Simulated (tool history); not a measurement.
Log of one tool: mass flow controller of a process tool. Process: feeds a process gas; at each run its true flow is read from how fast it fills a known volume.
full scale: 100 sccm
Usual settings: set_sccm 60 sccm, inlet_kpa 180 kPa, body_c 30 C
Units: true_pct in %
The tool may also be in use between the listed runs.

run      day  set_sccm  inlet_kpa  body_c  true_pct
  1    0.000        60        180      30     98.64
  2    4.208        77        180      30     98.84
  3   11.050        77        180      30     98.69
  4   17.683        77        180      30     98.42
  5   22.354        77        180      30     98.34
  6   28.371        60        180      22     98.61
  7   34.142        60        168      30     97.53
  8   37.750        60        168      26     97.89
  9   44.079        63        180      30     97.42
 10   49.433        63        180      30     97.33
 11   54.079        63        180      30     97.07
 12   57.396        92        240      30     97.76
 13   62.317        92        190      37     96.47
 14   65.575        92        156      39     96.12
 15   69.100        66        175      39     95.65
 16   75.358        90        180      30     96.96
 17   81.629        36        161      21     96.71
 18   87.625        29        169      21     96.36
 19   90.842        29        169      21     96.26
 20   96.667        29        169      21     96.10
      98.617  -- gauge calibrated
 21  102.308        22        164      29     97.96
 22  107.346        21        149      39     96.52

Forecast each of these 5 alternatives for the next run:
  A  112.904        60        180      30         ?
  B  112.904        29        149      31         ?
  C  112.904        60        248      30         ?
  D  112.904        54        243      27         ?
  E  112.904        50        149      22         ?

run  true_pct
  A     98.21
  B     97.44
  C     98.46
  D     98.65
  E     98.85
Without the tool's hidden state the same runs would have given:
run  true_pct
  A     98.64
  B     97.85
  C     98.88
  D     99.08
  E     99.27

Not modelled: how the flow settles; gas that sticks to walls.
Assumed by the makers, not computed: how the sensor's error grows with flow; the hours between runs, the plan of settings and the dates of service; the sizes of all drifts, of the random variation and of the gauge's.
